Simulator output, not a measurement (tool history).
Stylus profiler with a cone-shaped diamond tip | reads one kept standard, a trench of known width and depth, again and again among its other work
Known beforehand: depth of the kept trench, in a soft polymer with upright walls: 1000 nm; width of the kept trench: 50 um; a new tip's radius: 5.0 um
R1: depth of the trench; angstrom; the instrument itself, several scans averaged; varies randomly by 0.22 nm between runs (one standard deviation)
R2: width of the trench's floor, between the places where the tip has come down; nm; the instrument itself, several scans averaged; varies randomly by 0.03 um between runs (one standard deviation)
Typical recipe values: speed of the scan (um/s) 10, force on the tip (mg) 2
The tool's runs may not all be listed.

run 1 hour=0 | speed_of_the_scan_(um/s)=10 force_on_the_tip_(mg)=2 | R1=10064.2 R2=43760
run 2 hour=13.6 | speed_of_the_scan_(um/s)=10 force_on_the_tip_(mg)=2 | R1=10060.2 R2=43680
run 3 hour=28.7 | speed_of_the_scan_(um/s)=10 force_on_the_tip_(mg)=1.53 | R1=10055.2 R2=43700
run 4 hour=43.8 | speed_of_the_scan_(um/s)=10 force_on_the_tip_(mg)=1.53 | R1=10056.2 R2=43610
run 5 hour=50.8 | speed_of_the_scan_(um/s)=10 force_on_the_tip_(mg)=1.53 | R1=10058.6 R2=43670
run 6 hour=65.7 | speed_of_the_scan_(um/s)=10 force_on_the_tip_(mg)=1.53 | R1=10058.3 R2=43630
run 7 hour=76.1 | speed_of_the_scan_(um/s)=10 force_on_the_tip_(mg)=1.45 | R1=10055.2 R2=43690
run 8 hour=83.5 | speed_of_the_scan_(um/s)=10 force_on_the_tip_(mg)=1.45 | R1=10055.1 R2=43650
run 9 hour=98.2 | speed_of_the_scan_(um/s)=10 force_on_the_tip_(mg)=1.45 | R1=10056.4 R2=43660
run 10 hour=108.5 | speed_of_the_scan_(um/s)=10 force_on_the_tip_(mg)=2 | R1=10065.9 R2=43620
run 11 hour=122.9 | speed_of_the_scan_(um/s)=10 force_on_the_tip_(mg)=2 | R1=10065.4 R2=43590
run 12 hour=135.6 | speed_of_the_scan_(um/s)=10 force_on_the_tip_(mg)=2 | R1=10066.1 R2=43630
run 13 hour=148.9 | speed_of_the_scan_(um/s)=10 force_on_the_tip_(mg)=2 | R1=10063.7 R2=43610
run 14 hour=163.6 | speed_of_the_scan_(um/s)=10 force_on_the_tip_(mg)=2 | R1=10066.8 R2=43550
run 15 hour=173.1 | speed_of_the_scan_(um/s)=34 force_on_the_tip_(mg)=2 | R1=10070.2 R2=43450
run 16 hour=183.9 | speed_of_the_scan_(um/s)=3 force_on_the_tip_(mg)=2.97 | R1=10085.2 R2=43590
run 17 hour=197 | speed_of_the_scan_(um/s)=33 force_on_the_tip_(mg)=5.24 | R1=10119 R2=43530
run 18 hour=204.8 | speed_of_the_scan_(um/s)=33 force_on_the_tip_(mg)=5.24 | R1=10119.6 R2=43470
run 19 hour=216.3 | speed_of_the_scan_(um/s)=33 force_on_the_tip_(mg)=5.24 | R1=10115.9 R2=43480
-- hour=217.6 height scale calibrated on a step standard
run 20 hour=225.5 | speed_of_the_scan_(um/s)=22 force_on_the_tip_(mg)=1.57 | R1=10061.1 R2=43470
run 21 hour=236.6 | speed_of_the_scan_(um/s)=17 force_on_the_tip_(mg)=5.29 | R1=10122.9 R2=43470
run 22 hour=248 | speed_of_the_scan_(um/s)=3 force_on_the_tip_(mg)=2.12 | R1=10081.6 R2=43540
run 23 hour=257.4 | speed_of_the_scan_(um/s)=2 force_on_the_tip_(mg)=3.68 | R1=10098.7 R2=43560
run 24 hour=269.6 | speed_of_the_scan_(um/s)=39 force_on_the_tip_(mg)=3.93 | R1=10103.7 R2=43370
run 25 hour=278.9 | speed_of_the_scan_(um/s)=14 force_on_the_tip_(mg)=0.82 | R1=10049.8 R2=43420
run 26 hour=285.8 | speed_of_the_scan_(um/s)=14 force_on_the_tip_(mg)=0.82 | R1=10047.8 R2=43410
-- hour=287.3 height scale calibrated on a step standard, once more
run 27 hour=294.3 | speed_of_the_scan_(um/s)=14 force_on_the_tip_(mg)=0.82 | R1=10029.4 R2=43390
run 28 hour=308.6 | speed_of_the_scan_(um/s)=9 force_on_the_tip_(mg)=3 | R1=10072.7 R2=43460

Alternative continuations, all from the tool just after run 28; predict every row:
run A hour=315.3 | speed_of_the_scan_(um/s)=38 force_on_the_tip_(mg)=3 | R1=? R2=?
run B hour=315.3 | speed_of_the_scan_(um/s)=13 force_on_the_tip_(mg)=3 | R1=? R2=?
run C hour=315.3 | speed_of_the_scan_(um/s)=5 force_on_the_tip_(mg)=2.16 | R1=? R2=?
run D hour=315.3 | speed_of_the_scan_(um/s)=3 force_on_the_tip_(mg)=0.82 | R1=? R2=?
run E hour=315.3 | speed_of_the_scan_(um/s)=14 force_on_the_tip_(mg)=1.85 | R1=? R2=?

run=A R1=10073.9 R2=43360
run=B R1=10072.6 R2=43430
run=C R1=10060.9 R2=43410
run=D R1=10033.8 R2=43490
run=E R1=10054.4 R2=43420
The same runs, with their run-to-run variation unchanged, on a tool lacking any hidden condition would have given:
run=A R1=10071 R2=43870
run=B R1=10069.6 R2=43940
run=C R1=10057.9 R2=43920
run=D R1=10030.8 R2=44000
run=E R1=10051.4 R2=43930

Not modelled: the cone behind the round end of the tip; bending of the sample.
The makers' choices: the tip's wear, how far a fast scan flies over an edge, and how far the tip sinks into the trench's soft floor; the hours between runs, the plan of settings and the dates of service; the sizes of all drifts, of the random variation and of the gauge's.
